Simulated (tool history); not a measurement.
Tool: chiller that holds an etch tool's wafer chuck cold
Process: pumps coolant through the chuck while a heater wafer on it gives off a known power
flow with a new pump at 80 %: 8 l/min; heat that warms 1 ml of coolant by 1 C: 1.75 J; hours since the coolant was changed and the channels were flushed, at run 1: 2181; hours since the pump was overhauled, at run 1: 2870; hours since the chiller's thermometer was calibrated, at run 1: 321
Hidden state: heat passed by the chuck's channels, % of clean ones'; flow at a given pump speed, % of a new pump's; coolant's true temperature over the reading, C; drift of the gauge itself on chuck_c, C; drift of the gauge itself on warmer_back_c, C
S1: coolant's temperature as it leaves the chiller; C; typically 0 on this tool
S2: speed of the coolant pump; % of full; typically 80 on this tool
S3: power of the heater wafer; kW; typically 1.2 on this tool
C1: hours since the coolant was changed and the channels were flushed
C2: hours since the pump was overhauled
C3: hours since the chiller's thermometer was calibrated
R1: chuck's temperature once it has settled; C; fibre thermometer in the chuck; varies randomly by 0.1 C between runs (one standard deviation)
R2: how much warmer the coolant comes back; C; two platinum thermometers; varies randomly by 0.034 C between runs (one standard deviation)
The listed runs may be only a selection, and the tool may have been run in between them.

{"run": 1, "hour": 0.0, "S1": 0, "S2": 80, "S3": 1.2, "C1": 2181, "C2": 2870, "C3": 321, "R1": 11, "R2": 5.13}
{"run": 2, "hour": 140.0, "S1": 0, "S2": 80, "S3": 1.2, "C1": 2321, "C2": 3010, "C3": 461, "R1": 11.3, "R2": 5.11}
{"run": 3, "hour": 280.6, "S1": 0, "S2": 80, "S3": 1.2, "C1": 2462, "C2": 3150, "C3": 602, "R1": 11.3, "R2": 5.15}
{"run": 4, "hour": 428.4, "S1": 5, "S2": 80, "S3": 1.2, "C1": 2610, "C2": 3298, "C3": 750, "R1": 16.2, "R2": 5.14}
{"run": 5, "hour": 587.2, "S1": 0, "S2": 76, "S3": 1.2, "C1": 2769, "C2": 3457, "C3": 909, "R1": 11.9, "R2": 5.37}
{"run": 6, "hour": 750.0, "S1": 0, "S2": 76, "S3": 1.2, "C1": 2931, "C2": 3620, "C3": 1071, "R1": 11.8, "R2": 5.42}
{"run": 7, "hour": 900.0, "S1": 0, "S2": 88, "S3": 1.2, "C1": 3081, "C2": 3770, "C3": 1221, "R1": 10.4, "R2": 4.67}
{"run": 8, "hour": 1039.1, "S1": 0, "S2": 88, "S3": 1.2, "C1": 3220, "C2": 3909, "C3": 1361, "R1": 10.2, "R2": 4.73}
{"run": 9, "hour": 1207.5, "S1": 0, "S2": 88, "S3": 1.2, "C1": 3389, "C2": 4077, "C3": 1529, "R1": 10.5, "R2": 4.71}
{"run": 10, "hour": 1371.7, "S1": 0, "S2": 88, "S3": 1.2, "C1": 3553, "C2": 4242, "C3": 1693, "R1": 10.3, "R2": 4.75}
{"run": 11, "hour": 1448.1, "S1": 0, "S2": 80, "S3": 1.2, "C1": 3629, "C2": 4318, "C3": 1770, "R1": 11.3, "R2": 5.2}
{"run": 12, "hour": 1537.4, "S1": 0, "S2": 80, "S3": 1.2, "C1": 3719, "C2": 4407, "C3": 1859, "R1": 11.1, "R2": 5.2}
{"run": 13, "hour": 1659.3, "S1": 0, "S2": 80, "S3": 1.2, "C1": 3841, "C2": 4529, "C3": 1981, "R1": 11.1, "R2": 5.26}
{"run": 14, "hour": 1811.2, "S1": 0, "S2": 80, "S3": 1.2, "C1": 3993, "C2": 4681, "C3": 2133, "R1": 11.2, "R2": 5.19}
{"run": 15, "hour": 1887.9, "S1": 0, "S2": 65, "S3": 1.2, "C1": 4069, "C2": 4758, "C3": 2209, "R1": 13.2, "R2": 6.41}
{"run": 16, "hour": 1996.1, "S1": 0, "S2": 65, "S3": 1.2, "C1": 4177, "C2": 4866, "C3": 2318, "R1": 13.3, "R2": 6.37}
{"run": 17, "hour": 2168.2, "S1": 0, "S2": 94, "S3": 0.786, "C1": 4350, "C2": 5038, "C3": 2490, "R1": 6.4, "R2": 2.94}
{"run": 18, "hour": 2304.4, "S1": -5, "S2": 63, "S3": 0.85, "C1": 4486, "C2": 5174, "C3": 2626, "R1": 4.7, "R2": 4.73}
{"run": 19, "hour": 2460.9, "S1": 3, "S2": 98, "S3": 1.166, "C1": 4642, "C2": 5331, "C3": 2782, "R1": 12.2, "R2": 4.2}
{"run": 20, "hour": 2589.7, "S1": 2, "S2": 98, "S3": 0.713, "C1": 4771, "C2": 5459, "C3": 2911, "R1": 7.6, "R2": 2.54}
{"run": 21, "hour": 2711.5, "S1": 0, "S2": 99, "S3": 1.122, "C1": 4893, "C2": 5581, "C3": 3033, "R1": 8.6, "R2": 4.01}
{"hour": 2855.8, "done": "coolant pump overhauled"}
{"run": 22, "hour": 2885.0, "S1": 1, "S2": 78, "S3": 1.463, "C1": 5061, "C2": 29, "C3": 3201, "R1": 15, "R2": 6.54}
{"run": 23, "hour": 3048.1, "S1": 0, "S2": 94, "S3": 0.854, "C1": 5224, "C2": 192, "C3": 3365, "R1": 7, "R2": 3.26}
{"run": 24, "hour": 3201.1, "S1": 4, "S2": 94, "S3": 1.545, "C1": 5377, "C2": 345, "C3": 3518, "R1": 16.5, "R2": 5.74}
{"run": 25, "hour": 3295.3, "S1": 1, "S2": 80, "S3": 1.101, "C1": 5472, "C2": 440, "C3": 3612, "R1": 11.3, "R2": 4.85}
{"run": 26, "hour": 3406.1, "S1": 8, "S2": 71, "S3": 1.014, "C1": 5582, "C2": 550, "C3": 3723, "R1": 18.5, "R2": 5.04}
{"run": 27, "hour": 3537.8, "S1": 8, "S2": 71, "S3": 1.014, "C1": 5714, "C2": 682, "C3": 3854, "R1": 18.4, "R2": 5.06}
{"run": 28, "hour": 3657.6, "S1": 8, "S2": 71, "S3": 1.014, "C1": 5834, "C2": 802, "C3": 3974, "R1": 18.3, "R2": 5.04}
{"run": 29, "hour": 3747.0, "S1": 8, "S2": 71, "S3": 1.014, "C1": 5923, "C2": 891, "C3": 4063, "R1": 18.5, "R2": 5.08}
{"hour": 3799.3, "done": "chiller's thermometer calibrated"}
{"run": 30, "hour": 3875.1, "S1": 8, "S2": 71, "S3": 1.014, "C1": 6050, "C2": 1018, "C3": 76, "R1": 18.4, "R2": 5.07}
{"run": 31, "hour": 3997.1, "S1": 2, "S2": 97, "S3": 1.014, "C1": 6172, "C2": 1140, "C3": 198, "R1": 10.1, "R2": 3.78}
{"hour": 4052.6, "done": "coolant changed, channels flushed"}
{"run": 32, "hour": 4090.3, "S1": -10, "S2": 68, "S3": 1.376, "C1": 38, "C2": 1228, "C3": 285, "R1": 4.7, "R2": 7.07}

Take each entry between the runs: how does the hidden state at the last listed run before it differ from the hidden state at the first listed run after it?
Between runs 21 and 22: coolant pump overhauled (hour 2855.8)
  flow at a given pump speed, % of a new pump's: 99.9 -> 100; drift of the gauge itself on warmer_back_c, C: 0.11 -> 0.12
  measured minus no-state result, R2: +0.12 -> +0.12 C
Between runs 29 and 30: chiller's thermometer calibrated (hour 3799.3)
  coolant's true temperature over the reading, C: 0.01 -> 0; drift of the gauge itself on warmer_back_c, C: 0.15 -> 0.16
  measured minus no-state result, R2: +0.15 -> +0.16 C
Between runs 31 and 32: coolant changed, channels flushed (hour 4052.6)
  heat passed by the chuck's channels, % of clean ones': 99.7 -> 100; drift of the gauge itself on warmer_back_c, C: 0.16 -> 0.17
  measured minus no-state result, R2: +0.16 -> +0.16 C
